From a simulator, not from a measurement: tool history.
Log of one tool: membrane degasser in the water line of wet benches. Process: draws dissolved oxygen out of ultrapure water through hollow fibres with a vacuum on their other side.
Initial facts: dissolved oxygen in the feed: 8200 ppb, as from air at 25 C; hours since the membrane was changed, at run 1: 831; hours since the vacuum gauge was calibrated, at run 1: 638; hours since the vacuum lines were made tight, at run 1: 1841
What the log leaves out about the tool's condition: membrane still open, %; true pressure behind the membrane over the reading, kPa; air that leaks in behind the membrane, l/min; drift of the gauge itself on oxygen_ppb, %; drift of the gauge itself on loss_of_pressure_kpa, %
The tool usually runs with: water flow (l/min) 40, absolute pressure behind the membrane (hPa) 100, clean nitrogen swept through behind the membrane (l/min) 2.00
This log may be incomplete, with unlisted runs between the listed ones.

run     day  water flow (l/min)  absolute pressure behind the membrane (hPa)  clean nitrogen swept through behind the membrane (l/min)  hours since the membrane was changed  hours since the vacuum gauge was calibrated  hours since the vacuum lines were made tight  dissolved oxygen in the water behind the degasser (ppb)  pressure that the water loses in the fibres (hPa)
  1   0.000                  40                                          100                                                      2.00                                   831                                          638                                          1841                                                    312.1                                              594.5
  2   2.721                  40                                          100                                                      2.00                                   897                                          703                                          1906                                                    312.7                                              599.1
  3   4.062                  40                                          100                                                      2.00                                   929                                          735                                          1939                                                    313.8                                              593.6
  4   6.762                  40                                          100                                                      2.00                                   994                                          800                                          2003                                                    314.0                                              598.2
  5   8.438                  40                                          154                                                      2.00                                  1034                                          840                                          2044                                                    534.5                                              596.9
      8.671  -- vacuum gauge calibrated
  6  10.033                  40                                          189                                                      2.00                                  1072                                           33                                          2081                                                    671.3                                              596.9
  7  11.667                  30                                          215                                                      2.27                                  1111                                           72                                          2121                                                    531.7                                              449.8
  8  13.304                  27                                          100                                                      1.58                                  1150                                          111                                          2160                                                    259.6                                              405.0

Expected results for the next run?
  9  15.300                  34                                          128                                                      4.22                                  1198                                          159                                          2208                                                        ?                                                  ?

{"run 9": {"dissolved oxygen in the water behind the degasser (ppb)": 190.5, "pressure that the water loses in the fibres (hPa)": 508.5}}
On a tool with no hidden condition, and with the same random variation, this run would have come out at dissolved oxygen in the water behind the degasser (ppb) 188.9, pressure that the water loses in the fibres (hPa) 505.4.
